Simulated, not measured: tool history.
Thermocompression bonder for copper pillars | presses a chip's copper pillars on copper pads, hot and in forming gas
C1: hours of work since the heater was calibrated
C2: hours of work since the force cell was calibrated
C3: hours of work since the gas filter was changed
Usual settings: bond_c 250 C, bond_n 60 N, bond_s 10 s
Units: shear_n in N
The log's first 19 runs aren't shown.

Run 20, day 5.404: usual settings but bond_c 249 C, bond_n 78 N; C1 700; C2 232; C3 51. Result: shear_n 58.9 N.
Run 21, day 5.592: usual settings but bond_c 236 C, bond_n 72 N; C1 703; C2 236; C3 54. Result: shear_n 49.8 N.
Run 22, day 5.883: usual settings but bond_c 240 C, bond_n 51 N, bond_s 9 s; C1 709; C2 241; C3 60. Result: shear_n 38.8 N.
Run 23, day 6.225: usual settings but bond_c 240 C, bond_n 39 N, bond_s 27 s; C1 715; C2 247; C3 66. Result: shear_n 47.7 N.
Run 24, day 6.517: usual settings but bond_c 240 C, bond_n 39 N, bond_s 27 s; C1 720; C2 253; C3 71. Result: shear_n 47.1 N.
Run 25, day 6.854: usual settings but bond_c 274 C, bond_n 87 N, bond_s 29 s; C1 726; C2 259; C3 78. Result: shear_n 87.6 N.
Run 26, day 7.121: usual settings but bond_c 274 C, bond_n 87 N, bond_s 29 s; C1 731; C2 264; C3 83. Result: shear_n 86.8 N.
Run 27, day 7.342: usual settings but bond_c 249 C, bond_n 67 N, bond_s 21 s; C1 735; C2 268; C3 87. Result: shear_n 65.7 N.
At day 7.529: gauge calibrated.
Run 28, day 7.55: usual settings but bond_c 249 C, bond_n 67 N, bond_s 21 s; C1 739; C2 272; C3 90. Result: shear_n 67.1 N.
Run 29, day 7.862: usual settings but bond_c 249 C, bond_n 67 N, bond_s 26 s; C1 745; C2 277; C3 96. Result: shear_n 71.4 N.
Run 30, day 8.129: usual settings but bond_c 249 C, bond_n 67 N, bond_s 26 s; C1 750; C2 282; C3 101. Result: shear_n 71.2 N.
Run 31, day 8.329: usual settings but bond_c 253 C, bond_s 25 s; C1 754; C2 286; C3 105. Result: shear_n 68.1 N.
Run 32, day 8.558: usual settings but bond_c 253 C, bond_s 25 s; C1 758; C2 290; C3 109. Result: shear_n 68.4 N.
Run 33, day 8.796: usual settings but bond_c 253 C, bond_n 57 N, bond_s 25 s; C1 762; C2 294; C3 113. Result: shear_n 66.1 N.
At day 8.912: heater calibrated with a thermocouple chip.
Run 34, day 9.246: usual settings but bond_c 253 C, bond_n 57 N, bond_s 25 s; C1 6; C2 301; C3 120. Result: shear_n 65 N.
Run 35, day 9.471: usual settings but bond_c 246 C, bond_n 51 N, bond_s 6 s; C1 10; C2 305; C3 124. Result: shear_n 35.4 N.

Forecast each of these 5 alternatives for the next run:
Run A, day 9.829: usual settings but bond_c 246 C, bond_n 83 N, bond_s 6 s; C1 17; C2 312; C3 131. Result: shear_n ?.
Run B, day 9.829: usual settings but bond_n 49 N; C1 17; C2 312; C3 131. Result: shear_n ?.
Run C, day 9.829: usual settings but bond_c 274 C, bond_n 61 N; C1 17; C2 312; C3 131. Result: shear_n ?.
Run D, day 9.829: usual settings but bond_c 265 C; C1 17; C2 312; C3 131. Result: shear_n ?.
Run E, day 9.829: usual settings but bond_n 48 N; C1 17; C2 312; C3 131. Result: shear_n ?.

run  shear_n
  A     51.7
  B     43.5
  C     61.1
  D     57.2
  E     43.2
Without the tool's hidden state the same runs would have given:
run  shear_n
  A     52.2
  B     43.9
  C     61.7
  D     57.7
  E     43.6

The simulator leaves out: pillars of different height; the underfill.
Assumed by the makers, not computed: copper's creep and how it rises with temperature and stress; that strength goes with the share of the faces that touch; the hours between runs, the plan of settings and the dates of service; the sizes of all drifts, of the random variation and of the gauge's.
